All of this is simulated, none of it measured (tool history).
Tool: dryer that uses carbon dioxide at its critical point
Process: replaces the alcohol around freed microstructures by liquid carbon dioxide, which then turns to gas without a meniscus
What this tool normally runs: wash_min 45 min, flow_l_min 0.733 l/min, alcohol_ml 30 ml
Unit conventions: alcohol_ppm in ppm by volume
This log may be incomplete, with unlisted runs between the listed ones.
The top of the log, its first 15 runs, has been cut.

{"run": 16, "hour": 183.7, "wash_min": 45, "flow_l_min": 0.733, "alcohol_ml": 112, "alcohol_ppm": 109}
{"run": 17, "hour": 193.3, "wash_min": 45, "flow_l_min": 0.733, "alcohol_ml": 112, "alcohol_ppm": 103}
{"run": 18, "hour": 200.7, "wash_min": 45, "flow_l_min": 0.733, "alcohol_ml": 112, "alcohol_ppm": 103}
{"run": 19, "hour": 216.3, "wash_min": 54, "flow_l_min": 0.741, "alcohol_ml": 76, "alcohol_ppm": 94}
{"run": 20, "hour": 225.6, "wash_min": 39, "flow_l_min": 0.741, "alcohol_ml": 76, "alcohol_ppm": 130}
{"run": 21, "hour": 232.7, "wash_min": 29, "flow_l_min": 0.57, "alcohol_ml": 45, "alcohol_ppm": 376}
{"run": 22, "hour": 241.5, "wash_min": 29, "flow_l_min": 0.57, "alcohol_ml": 45, "alcohol_ppm": 375}
{"run": 23, "hour": 254.7, "wash_min": 45, "flow_l_min": 1.101, "alcohol_ml": 83, "alcohol_ppm": 90}
{"run": 24, "hour": 266.7, "wash_min": 52, "flow_l_min": 1.101, "alcohol_ml": 22, "alcohol_ppm": 97}
{"run": 25, "hour": 277.0, "wash_min": 49, "flow_l_min": 0.468, "alcohol_ml": 67, "alcohol_ppm": 213}
{"run": 26, "hour": 286.6, "wash_min": 49, "flow_l_min": 0.468, "alcohol_ml": 67, "alcohol_ppm": 203}
{"run": 27, "hour": 294.3, "wash_min": 41, "flow_l_min": 0.743, "alcohol_ml": 29, "alcohol_ppm": 107}
{"run": 28, "hour": 310.2, "wash_min": 45, "flow_l_min": 1.005, "alcohol_ml": 36, "alcohol_ppm": 95}
{"run": 29, "hour": 317.9, "wash_min": 38, "flow_l_min": 0.654, "alcohol_ml": 81, "alcohol_ppm": 194}
{"run": 30, "hour": 332.7, "wash_min": 38, "flow_l_min": 0.669, "alcohol_ml": 30, "alcohol_ppm": 134}
{"run": 31, "hour": 340.0, "wash_min": 52, "flow_l_min": 0.5, "alcohol_ml": 71, "alcohol_ppm": 166}
{"run": 32, "hour": 353.6, "wash_min": 69, "flow_l_min": 0.889, "alcohol_ml": 30, "alcohol_ppm": 109}
{"run": 33, "hour": 369.4, "wash_min": 69, "flow_l_min": 0.889, "alcohol_ml": 30, "alcohol_ppm": 108}
{"run": 34, "hour": 386.1, "wash_min": 45, "flow_l_min": 0.733, "alcohol_ml": 96, "alcohol_ppm": 130}

Alternative continuations, all from the tool just after run 34; predict every row:
{"run": "A", "hour": 402.0, "wash_min": 39, "flow_l_min": 0.557, "alcohol_ml": 34, "alcohol_ppm": "?"}
{"run": "B", "hour": 402.0, "wash_min": 48, "flow_l_min": 0.484, "alcohol_ml": 89, "alcohol_ppm": "?"}
{"run": "C", "hour": 402.0, "wash_min": 45, "flow_l_min": 0.503, "alcohol_ml": 96, "alcohol_ppm": "?"}

run=A alcohol_ppm=186
run=B alcohol_ppm=262
run=C alcohol_ppm=293
Without the tool's hidden state the same runs would have given:
run=A alcohol_ppm=59
run=B alcohol_ppm=115
run=C alcohol_ppm=140

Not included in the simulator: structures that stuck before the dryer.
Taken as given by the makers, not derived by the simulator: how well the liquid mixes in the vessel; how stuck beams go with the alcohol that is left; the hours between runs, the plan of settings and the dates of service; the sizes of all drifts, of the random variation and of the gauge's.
